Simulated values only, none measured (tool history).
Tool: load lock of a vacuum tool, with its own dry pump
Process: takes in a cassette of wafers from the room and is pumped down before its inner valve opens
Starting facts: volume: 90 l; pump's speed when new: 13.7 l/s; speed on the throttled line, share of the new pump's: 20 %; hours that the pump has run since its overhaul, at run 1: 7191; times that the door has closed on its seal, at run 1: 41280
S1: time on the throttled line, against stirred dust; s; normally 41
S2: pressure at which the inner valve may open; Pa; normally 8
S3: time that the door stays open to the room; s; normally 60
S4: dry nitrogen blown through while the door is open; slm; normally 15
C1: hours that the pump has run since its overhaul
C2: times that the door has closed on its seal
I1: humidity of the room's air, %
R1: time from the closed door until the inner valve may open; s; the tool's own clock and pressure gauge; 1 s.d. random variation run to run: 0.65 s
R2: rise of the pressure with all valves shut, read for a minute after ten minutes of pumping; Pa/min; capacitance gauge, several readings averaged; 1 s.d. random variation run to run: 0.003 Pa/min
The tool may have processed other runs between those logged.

run     hour  S1  S2   S3  S4     C1     C2    I1     R1     R2
  1        0  41   8   60  15   7191  41280  46.9  102.9  0.107
  2    344.6  41   9   60  15   7535  42488  45.2  101.6  0.098
  3    711.1  41   8   60  19   7902  43773  44.6    104  0.104
  4   1007.5  41   8   60  19   8198  44812  45.1  103.5    0.1
  5   1246.4  41   8   60  15   8437  45649  43.5  103.7    0.1
  6   1615.9  41   8   60  15   8807  46944  44.1  104.3  0.109
  7   1933.6  41  11   60  15   9124  48058  45.7  102.2  0.116
  8   2312.2  29   8   60  15   9503  49385  45.6   96.4  0.112
  9   2731.7  29   8   60  15   9922  50855    45   96.8  0.126
 10   2936.2  29   8   60  15  10127  51572  45.9   97.5   0.12
 11   3226.9  29   8   60  15  10418  52591  46.2   97.4  0.128
        3376  -- dry pump taken out, an overhauled one fitted
 12   3654.5  41   8   45  15    278  54069  45.3   95.4  0.126
 13   3885.5  41   8   45  15    510  54879  47.3   95.7  0.124
 14   4218.6  41   8   45  15    843  56047    44   96.1  0.129
 15   4654.2  74   8   60  15   1278  57573  46.5  123.2  0.147
 16   5102.1  41   9  195   4   1726  59143  44.6   95.7  0.226
 17   5544.5  41   9  195   4   2168  60694  46.5   96.6  0.243
 18   5822.3  41   9  195   4   2446  61668  48.7   97.8  0.255
 19   6119.1  35   6   60  15   2743  62708  44.9   94.9  0.152
 20     6352  25   8   60  15   2976  63524  47.6   86.2  0.161
      6485.2  -- door's seal changed, seat wiped
 21   6750.7  25   8   60  15   3373    931  45.4   86.1  0.034
 22   7217.2  25   8   60  15   3840   2566  43.7     86  0.031
 23   7643.7  25   8   60  15   4266   4061  42.9   85.7  0.033
 24   8095.8  25   8   60  15   4718   5646  45.6   87.8  0.044
 25   8320.3  25   8   60   8   4943   6433  45.4   87.8  0.046
 26   8741.1  25   8   60   8   5364   7908  44.3   88.1  0.049
 27   9199.5  42   8  166  23   5822   9514  46.7  101.8  0.061
 28   9622.9  41   7  197  15   6245  10999  41.7  101.4  0.085
 29   9877.1  41   7  197  15   6500  11890  48.8  102.7  0.095
 30  10138.2  41   8  154  16   6761  12805  46.9    102  0.074

Consider 4 possible next runs. They are alternatives, not a sequence: every one starts from the tool as it was left by run 30. What does each give?
  A  10367.2  62   8   92  15  6990  13608  44.2   ?   ?
  B  10367.2  62   8  115   6  6990  13608    47   ?   ?
  C  10367.2  41   8  138  20  6990  13608  45.6   ?   ?
  D  10367.2  33   8   43  15  6990  13608  46.6   ?   ?

run     R1     R2
  A  119.2  0.058
  B  118.2   0.09
  C  102.8  0.062
  D   95.3  0.036
Take away the tool's hidden state, keep each run's random variation, and the runs would have read:
run     R1     R2
  A  113.1  0.047
  B  112.2  0.078
  C   96.2  0.051
  D   88.7  0.024
